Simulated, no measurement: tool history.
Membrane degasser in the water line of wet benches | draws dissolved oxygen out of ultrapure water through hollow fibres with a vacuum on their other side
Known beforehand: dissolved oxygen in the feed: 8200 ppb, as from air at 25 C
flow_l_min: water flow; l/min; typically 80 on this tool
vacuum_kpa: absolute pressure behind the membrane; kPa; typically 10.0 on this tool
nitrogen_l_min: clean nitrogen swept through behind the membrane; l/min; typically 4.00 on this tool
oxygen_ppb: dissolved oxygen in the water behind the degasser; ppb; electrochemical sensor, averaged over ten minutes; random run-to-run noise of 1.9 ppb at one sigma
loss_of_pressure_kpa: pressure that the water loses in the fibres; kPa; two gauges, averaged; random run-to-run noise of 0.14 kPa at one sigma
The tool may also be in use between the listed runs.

run 1 hour=0.0 | flow_l_min=80 vacuum_kpa=10.0 nitrogen_l_min=4.00 | oxygen_ppb=430.0 loss_of_pressure_kpa=45.63
run 2 hour=43.4 | flow_l_min=80 vacuum_kpa=10.0 nitrogen_l_min=4.00 | oxygen_ppb=432.6 loss_of_pressure_kpa=46.12
run 3 hour=102.1 | flow_l_min=80 vacuum_kpa=8.7 nitrogen_l_min=4.00 | oxygen_ppb=378.4 loss_of_pressure_kpa=46.14
run 4 hour=152.9 | flow_l_min=80 vacuum_kpa=8.7 nitrogen_l_min=4.00 | oxygen_ppb=378.9 loss_of_pressure_kpa=46.16
run 5 hour=181.2 | flow_l_min=80 vacuum_kpa=10.0 nitrogen_l_min=4.00 | oxygen_ppb=434.0 loss_of_pressure_kpa=45.79
run 6 hour=216.8 | flow_l_min=80 vacuum_kpa=10.0 nitrogen_l_min=4.00 | oxygen_ppb=431.4 loss_of_pressure_kpa=45.76
run 7 hour=246.2 | flow_l_min=80 vacuum_kpa=10.0 nitrogen_l_min=4.00 | oxygen_ppb=431.2 loss_of_pressure_kpa=45.82
run 8 hour=288.0 | flow_l_min=80 vacuum_kpa=10.0 nitrogen_l_min=4.00 | oxygen_ppb=433.2 loss_of_pressure_kpa=45.91
run 9 hour=319.9 | flow_l_min=80 vacuum_kpa=10.0 nitrogen_l_min=2.23 | oxygen_ppb=613.9 loss_of_pressure_kpa=45.85
run 10 hour=381.3 | flow_l_min=60 vacuum_kpa=10.0 nitrogen_l_min=2.23 | oxygen_ppb=454.3 loss_of_pressure_kpa=34.42
run 11 hour=431.0 | flow_l_min=60 vacuum_kpa=10.0 nitrogen_l_min=2.23 | oxygen_ppb=454.8 loss_of_pressure_kpa=34.56
run 12 hour=479.5 | flow_l_min=60 vacuum_kpa=10.0 nitrogen_l_min=2.23 | oxygen_ppb=450.5 loss_of_pressure_kpa=34.59
run 13 hour=516.6 | flow_l_min=60 vacuum_kpa=10.0 nitrogen_l_min=2.23 | oxygen_ppb=453.0 loss_of_pressure_kpa=34.49
run 14 hour=556.1 | flow_l_min=60 vacuum_kpa=10.0 nitrogen_l_min=2.23 | oxygen_ppb=452.4 loss_of_pressure_kpa=34.50
run 15 hour=587.5 | flow_l_min=80 vacuum_kpa=10.0 nitrogen_l_min=4.00 | oxygen_ppb=437.0 loss_of_pressure_kpa=46.01
run 16 hour=616.9 | flow_l_min=80 vacuum_kpa=6.8 nitrogen_l_min=4.00 | oxygen_ppb=303.7 loss_of_pressure_kpa=46.04
run 17 hour=647.9 | flow_l_min=55 vacuum_kpa=10.2 nitrogen_l_min=4.00 | oxygen_ppb=279.0 loss_of_pressure_kpa=31.97

What does the tool deliver on the next run?
run 18 hour=692.5 | flow_l_min=103 vacuum_kpa=10.0 nitrogen_l_min=4.00 | oxygen_ppb=? loss_of_pressure_kpa=?

Run 18 measured oxygen_ppb 595.7 ppb, loss_of_pressure_kpa 59.48 kPa.
With no hidden state in the tool, this same run would have given oxygen_ppb 573.4 ppb, loss_of_pressure_kpa 58.36 kPa.

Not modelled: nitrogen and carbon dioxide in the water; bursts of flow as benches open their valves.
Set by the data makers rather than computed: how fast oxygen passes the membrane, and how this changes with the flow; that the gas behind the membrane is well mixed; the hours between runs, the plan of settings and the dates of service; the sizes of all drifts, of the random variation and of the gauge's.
